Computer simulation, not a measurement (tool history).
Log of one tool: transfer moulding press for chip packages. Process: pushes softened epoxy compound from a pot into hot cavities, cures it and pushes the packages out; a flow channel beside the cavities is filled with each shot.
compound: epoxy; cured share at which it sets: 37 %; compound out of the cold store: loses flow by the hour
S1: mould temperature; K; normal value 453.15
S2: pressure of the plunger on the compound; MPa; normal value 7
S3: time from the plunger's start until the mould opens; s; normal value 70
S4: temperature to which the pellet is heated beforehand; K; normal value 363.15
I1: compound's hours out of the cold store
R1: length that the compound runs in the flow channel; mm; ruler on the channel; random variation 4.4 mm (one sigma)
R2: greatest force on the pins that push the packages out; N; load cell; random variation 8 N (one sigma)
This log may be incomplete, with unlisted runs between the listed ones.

run 1 hour=0 | S1=453.15 S2=7 S3=70 S4=363.15 | I1=26.3 | R1=646 R2=450
-- hour=23 cavities cleaned with cleaning compound and waxed
run 2 hour=25.6 | S1=453.15 S2=7 S3=70 S4=363.15 | I1=16.4 | R1=673 R2=592
run 3 hour=42.5 | S1=453.15 S2=7 S3=70 S4=363.15 | I1=27.2 | R1=630 R2=605
run 4 hour=66 | S1=453.15 S2=7 S3=70 S4=363.15 | I1=39.8 | R1=583 R2=573
-- hour=74.4 cavities cleaned with cleaning compound and waxed
run 5 hour=84.7 | S1=453.15 S2=7 S3=70 S4=363.15 | I1=13.4 | R1=670 R2=395
run 6 hour=97.9 | S1=453.15 S2=7 S3=70 S4=363.15 | I1=44.5 | R1=563 R2=459
-- hour=111.8 cavities cleaned with cleaning compound and waxed, once more
run 7 hour=118.5 | S1=453.15 S2=7 S3=70 S4=363.15 | I1=36.5 | R1=584 R2=387
run 8 hour=139.1 | S1=453.15 S2=7 S3=70 S4=363.15 | I1=40.1 | R1=579 R2=446
run 9 hour=150.6 | S1=453.15 S2=7 S3=70 S4=362.15 | I1=15.7 | R1=642 R2=522
-- hour=163.1 cavities cleaned with cleaning compound and waxed
run 10 hour=171.4 | S1=453.15 S2=6.01 S3=70 S4=363.15 | I1=16.5 | R1=583 R2=396
run 11 hour=192.2 | S1=453.15 S2=7 S3=70 S4=363.15 | I1=46.8 | R1=537 R2=453
run 12 hour=205 | S1=453.15 S2=7 S3=70 S4=363.15 | I1=21.8 | R1=612 R2=501
-- hour=214.2 cavities cleaned with cleaning compound and waxed
run 13 hour=220.4 | S1=453.15 S2=7 S3=70 S4=363.15 | I1=41.5 | R1=544 R2=378
run 14 hour=237.4 | S1=453.15 S2=7 S3=70 S4=363.15 | I1=48 | R1=527 R2=437
run 15 hour=259.2 | S1=453.15 S2=7 S3=70 S4=363.15 | I1=11 | R1=634 R2=518
-- hour=265.4 cavities cleaned with cleaning compound and waxed
run 16 hour=280.9 | S1=447.15 S2=7 S3=70 S4=363.15 | I1=31.1 | R1=572 R2=513
run 17 hour=300.8 | S1=447.15 S2=7 S3=70 S4=363.15 | I1=18.1 | R1=612 R2=614
-- hour=308.1 plunger's sealing rings changed
-- hour=319.5 cavities cleaned with cleaning compound and waxed
run 18 hour=327 | S1=449.15 S2=7.44 S3=70 S4=363.15 | I1=10.2 | R1=731 R2=466
run 19 hour=352.1 | S1=449.15 S2=7.44 S3=70 S4=363.15 | I1=27 | R1=657 R2=545
run 20 hour=364.3 | S1=447.15 S2=6.29 S3=70 S4=355.15 | I1=17.1 | R1=634 R2=648
-- hour=371.1 cavities cleaned with cleaning compound and waxed
run 21 hour=379.6 | S1=447.15 S2=6.29 S3=70 S4=355.15 | I1=29.5 | R1=595 R2=492
run 22 hour=400.6 | S1=447.15 S2=6.29 S3=70 S4=355.15 | I1=12.2 | R1=643 R2=635
-- hour=408.3 mould's thermocouples calibrated
-- hour=423.6 cavities cleaned with cleaning compound and waxed
run 23 hour=424.8 | S1=447.15 S2=6.29 S3=70 S4=355.15 | I1=16.4 | R1=630 R2=453
run 24 hour=439.3 | S1=450.15 S2=7.96 S3=70 S4=363.15 | I1=42 | R1=607 R2=457
run 25 hour=457.8 | S1=456.15 S2=8.54 S3=110 S4=372.15 | I1=34.8 | R1=644 R2=440
-- hour=475.3 cavities cleaned with cleaning compound and waxed
run 26 hour=477.1 | S1=453.15 S2=7 S3=70 S4=371.15 | I1=21.8 | R1=616 R2=370
run 27 hour=499.3 | S1=451.15 S2=7 S3=68 S4=366.15 | I1=38.5 | R1=563 R2=478

Below are 4 alternative next runs, each starting from the tool's condition after run 27. Predict each:
run A hour=518.5 | S1=450.15 S2=8.69 S3=65 S4=363.15 | I1=22.3 | R1=? R2=?
run B hour=518.5 | S1=451.15 S2=7 S3=101 S4=366.15 | I1=16.2 | R1=? R2=?
run C hour=518.5 | S1=460.15 S2=7.63 S3=70 S4=363.15 | I1=14.2 | R1=? R2=?
run D hour=518.5 | S1=453.15 S2=7 S3=70 S4=367.15 | I1=14.1 | R1=? R2=?

run=A R1=679 R2=613
run=B R1=625 R2=456
run=C R1=654 R2=463
run=D R1=629 R2=500
Stripped of hidden state, with their random variation kept, the same runs would have yielded:
run=A R1=730 R2=422
run=B R1=672 R2=321
run=C R1=703 R2=326
run=D R1=676 R2=349
